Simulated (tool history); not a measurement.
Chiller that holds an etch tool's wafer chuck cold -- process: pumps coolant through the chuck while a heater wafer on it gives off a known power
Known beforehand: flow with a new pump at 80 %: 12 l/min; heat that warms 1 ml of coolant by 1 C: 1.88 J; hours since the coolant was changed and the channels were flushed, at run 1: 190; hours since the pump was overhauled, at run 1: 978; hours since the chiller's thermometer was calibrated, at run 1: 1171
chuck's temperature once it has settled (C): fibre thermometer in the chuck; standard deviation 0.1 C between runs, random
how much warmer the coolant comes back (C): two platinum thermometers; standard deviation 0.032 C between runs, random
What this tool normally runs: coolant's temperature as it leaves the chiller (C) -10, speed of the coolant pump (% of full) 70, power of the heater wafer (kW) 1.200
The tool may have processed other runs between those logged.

run   hour  coolant's temperature as it leaves the chiller (C)  speed of the coolant pump (% of full)  power of the heater wafer (kW)  hours since the coolant was changed and the channels were flushed  hours since the pump was overhauled  hours since the chiller's thermometer was calibrated  chuck's temperature once it has settled (C)  how much warmer the coolant comes back (C)
  1    0.0                                                 -10                                     70                           1.200                                                                190                                  978                                                  1171                                          0.7                                        3.74
  2   33.7                                                 -10                                     70                           1.200                                                                224                                 1011                                                  1205                                          0.7                                        3.78
  3   60.2                                                  -4                                     70                           1.200                                                                250                                 1038                                                  1232                                          6.8                                        3.78
  4   79.1                                                  -4                                     70                           1.200                                                                269                                 1057                                                  1250                                          7.0                                        3.70
  5  110.8                                                  -4                                     70                           1.200                                                                301                                 1089                                                  1282                                          6.7                                        3.73
  6  137.8                                                 -10                                     70                           1.200                                                                328                                 1116                                                  1309                                          0.8                                        3.80
  7  157.2                                                 -10                                     89                           1.200                                                                347                                 1135                                                  1329                                         -1.4                                        2.92
  8  183.9                                                 -10                                     89                           1.200                                                                374                                 1162                                                  1355                                         -1.1                                        2.86
  9  205.5                                                  -8                                     70                           1.200                                                                395                                 1183                                                  1377                                          2.9                                        3.78
 10  221.1                                                 -10                                     70                           0.892                                                                411                                 1199                                                  1392                                         -1.8                                        2.82
 11  248.8                                                 -10                                     70                           1.200                                                                439                                 1227                                                  1420                                          0.9                                        3.70
 12  278.5                                                  -1                                     94                           0.634                                                                468                                 1256                                                  1450                                          3.6                                        1.43
 13  304.2                                                  -1                                     94                           0.634                                                                494                                 1282                                                  1476                                          3.7                                        1.41
 14  327.9                                                 -15                                     64                           0.770                                                                518                                 1306                                                  1499                                         -7.3                                        2.66
 15  353.3                                                   0                                     79                           0.844                                                                543                                 1331                                                  1525                                          6.8                                        2.31
 16  385.2                                                 -10                                     88                           1.587                                                                575                                 1363                                                  1556                                          2.0                                        3.83
 17  414.7                                                 -10                                     93                           1.587                                                                605                                 1392                                                  1586                                          1.3                                        3.63
 18  441.7                                                 -10                                     93                           1.587                                                                632                                 1419                                                  1613                                          1.4                                        3.61
 19  463.2                                                 -16                                     98                           1.200                                                                653                                 1441                                                  1634                                         -7.6                                        2.60
 20  496.0                                                  -2                                     69                           1.447                                                                686                                 1474                                                  1667                                         11.6                                        4.62
 21  518.4                                                  -2                                     69                           1.447                                                                708                                 1496                                                  1690                                         11.4                                        4.60
 22  537.2                                                  -3                                     83                           1.273                                                                727                                 1515                                                  1708                                          7.2                                        3.32

Branching from run 22: 5 alternative next runs. What would each branch give?
  A  561.5                                                  -5                                     70                           0.985                                                                751                                 1539                                                  1733                                            ?                                           ?
  B  561.5                                                  -3                                     61                           1.273                                                                751                                 1539                                                  1733                                            ?                                           ?
  C  561.5                                                 -10                                     70                           0.644                                                                751                                 1539                                                  1733                                            ?                                           ?
  D  561.5                                                  -3                                     82                           1.372                                                                751                                 1539                                                  1733                                            ?                                           ?
  E  561.5                                                 -13                                     83                           1.317                                                                751                                 1539                                                  1733                                            ?                                           ?

run  chuck's temperature once it has settled (C)  how much warmer the coolant comes back (C)
  A                                          4.1                                        3.10
  B                                         10.1                                        4.71
  C                                         -3.9                                        1.99
  D                                          8.0                                        3.63
  E                                         -2.5                                        3.43
Take away the tool's hidden state, keep each run's random variation, and the runs would have read:
run  chuck's temperature once it has settled (C)  how much warmer the coolant comes back (C)
  A                                          3.8                                        3.05
  B                                          9.7                                        4.64
  C                                         -4.2                                        1.96
  D                                          7.7                                        3.58
  E                                         -2.8                                        3.38
